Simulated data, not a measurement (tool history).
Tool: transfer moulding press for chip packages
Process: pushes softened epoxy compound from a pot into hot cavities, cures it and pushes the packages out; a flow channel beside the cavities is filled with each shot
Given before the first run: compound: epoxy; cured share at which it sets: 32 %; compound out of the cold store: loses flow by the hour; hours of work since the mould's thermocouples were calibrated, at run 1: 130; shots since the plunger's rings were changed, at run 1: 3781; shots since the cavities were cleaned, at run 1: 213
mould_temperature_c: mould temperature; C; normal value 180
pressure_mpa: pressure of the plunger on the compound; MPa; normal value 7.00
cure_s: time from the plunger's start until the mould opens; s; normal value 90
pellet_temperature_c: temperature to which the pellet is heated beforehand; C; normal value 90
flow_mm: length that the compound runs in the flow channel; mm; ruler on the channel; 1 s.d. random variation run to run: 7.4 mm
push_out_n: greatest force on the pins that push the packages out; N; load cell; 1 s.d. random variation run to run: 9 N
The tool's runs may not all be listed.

| run | day | mould_temperature_c | pressure_mpa | cure_s | pellet_temperature_c | hours of work since the mould's thermocouples were calibrated | shots since the plunger's rings were changed | shots since the cavities were cleaned | incoming compound's hours out of the cold store | flow_mm | push_out_n |
|---|---|---|---|---|---|---|---|---|---|---|---|
| 1 | 0.000 | 180 | 7.00 | 90 | 90 | 130 | 3781 | 213 | 21.9 | 886 | 473 |
| 2 | 0.650 | 180 | 7.00 | 90 | 90 | 138 | 3953 | 385 | 11.3 | 928 | 508 |
| 3 | 1.092 | 180 | 7.00 | 90 | 90 | 144 | 4071 | 503 | 16.0 | 907 | 531 |
| 4 | 1.717 | 180 | 7.00 | 122 | 90 | 151 | 4236 | 668 | 29.5 | 834 | 500 |
|  | 2.233 | cavities cleaned with cleaning compound and waxed |
| 5 | 2.367 | 180 | 7.00 | 90 | 90 | 159 | 4392 | 35 | 8.5 | 943 | 419 |
|  | 2.546 | plunger's sealing rings changed |
| 6 | 3.392 | 180 | 7.00 | 90 | 90 | 171 | 225 | 280 | 10.9 | 1022 | 484 |
| 7 | 4.358 | 180 | 7.42 | 90 | 90 | 183 | 481 | 536 | 39.7 | 873 | 512 |
| 8 | 4.904 | 180 | 7.42 | 90 | 90 | 190 | 626 | 681 | 45.4 | 855 | 523 |
|  | 5.404 | cavities cleaned with cleaning compound and waxed |
| 9 | 5.421 | 180 | 7.42 | 90 | 90 | 195 | 747 | 5 | 8.8 | 1038 | 413 |
| 10 | 6.071 | 180 | 7.42 | 90 | 90 | 204 | 920 | 178 | 36.2 | 888 | 453 |
| 11 | 6.833 | 183 | 7.42 | 90 | 94 | 213 | 1122 | 380 | 46.3 | 834 | 455 |
| 12 | 7.438 | 181 | 8.30 | 90 | 90 | 221 | 1281 | 539 | 45.5 | 890 | 501 |
|  | 7.562 | mould's thermocouples calibrated |
| 13 | 8.221 | 180 | 8.30 | 81 | 90 | 8 | 1467 | 725 | 29.1 | 985 | 603 |
|  | 8.508 | cavities cleaned with cleaning compound and waxed |
| 14 | 9.208 | 181 | 6.55 | 85 | 83 | 20 | 1713 | 186 | 33.5 | 827 | 470 |
| 15 | 10.100 | 181 | 7.87 | 85 | 83 | 31 | 1949 | 422 | 35.6 | 897 | 522 |
| 16 | 10.588 | 175 | 7.87 | 85 | 82 | 37 | 2078 | 551 | 24.3 | 974 | 755 |
| 17 | 11.079 | 188 | 8.17 | 104 | 100 | 44 | 2209 | 682 | 32.7 | 924 | 486 |
|  | 11.521 | cavities cleaned with cleaning compound and waxed |
| 18 | 11.879 | 180 | 6.66 | 90 | 90 | 53 | 2405 | 95 | 22.0 | 892 | 445 |
| 19 | 12.583 | 178 | 7.00 | 90 | 92 | 62 | 2592 | 282 | 30.8 | 862 | 508 |

Predict each of these 4 candidate next runs independently; none follows another, all start after run 19:
|  | 13.038 | mould's thermocouples calibrated, once more |
| A | 13.188 | 178 | 5.49 | 90 | 85 | 2 | 2730 | 420 | 18.6 | ? | ? |
|  | 13.038 | mould's thermocouples calibrated, once more |
| B | 13.188 | 178 | 7.00 | 90 | 80 | 2 | 2730 | 420 | 38.9 | ? | ? |
|  | 13.038 | mould's thermocouples calibrated, once more |
| C | 13.188 | 180 | 6.36 | 106 | 95 | 2 | 2730 | 420 | 13.0 | ? | ? |
|  | 13.038 | mould's thermocouples calibrated, once more |
| D | 13.188 | 172 | 7.00 | 103 | 90 | 2 | 2730 | 420 | 16.0 | ? | ? |

| run | flow_mm | push_out_n |
|---|---|---|
| A | 831 | 546 |
| B | 830 | 551 |
| C | 894 | 448 |
| D | 965 | 624 |
The same runs, with their run-to-run variation unchanged, on a tool lacking any hidden condition would have given:
| run | flow_mm | push_out_n |
|---|---|---|
| A | 881 | 438 |
| B | 880 | 444 |
| C | 948 | 360 |
| D | 1022 | 502 |

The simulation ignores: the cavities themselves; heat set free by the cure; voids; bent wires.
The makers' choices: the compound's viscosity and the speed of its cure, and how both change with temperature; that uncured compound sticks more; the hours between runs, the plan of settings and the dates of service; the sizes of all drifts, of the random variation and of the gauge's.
